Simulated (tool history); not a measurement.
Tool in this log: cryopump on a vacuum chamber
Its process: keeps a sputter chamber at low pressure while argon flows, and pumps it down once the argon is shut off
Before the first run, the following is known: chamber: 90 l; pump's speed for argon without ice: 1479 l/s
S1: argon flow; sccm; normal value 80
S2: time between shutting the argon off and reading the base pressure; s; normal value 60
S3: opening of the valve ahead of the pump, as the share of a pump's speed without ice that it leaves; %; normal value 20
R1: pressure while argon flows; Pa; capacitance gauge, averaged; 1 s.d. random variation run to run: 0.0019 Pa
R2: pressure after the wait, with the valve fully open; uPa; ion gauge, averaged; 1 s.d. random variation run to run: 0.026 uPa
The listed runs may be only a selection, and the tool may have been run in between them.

run     day   S1  S2  S3      R1    R2
  1   0.000   80  60  20  0.4600  1.40
  2   1.471   80  60  20  0.4567  1.40
  3   2.633   80  60  20  0.4622  1.39
  4   3.488   80  60  20  0.4590  1.41
  5   5.279  135  60  20  0.7777  1.44
  6   6.071   80  25  20  0.4600  2.73
  7   7.625   80  25  20  0.4621  2.75
  8   8.396   97  25  20  0.5591  2.79
  9   9.217   80  60  44  0.2131  1.47
 10  10.496   80  60  44  0.2140  1.47
 11  12.192   80  60  20  0.4617  1.44
 12  13.179   80  60  20  0.4571  1.56
 13  14.433   80  60  20  0.4638  1.51

Run 14 comes next. What will it give?
 14  15.592  68  68  23   ?   ?

R1: 0.3441 Pa
R2: 1.42 uPa
On a tool with no hidden condition, and with the same random variation, this run would have come out at R1 0.3385 Pa, R2 1.03 uPa.
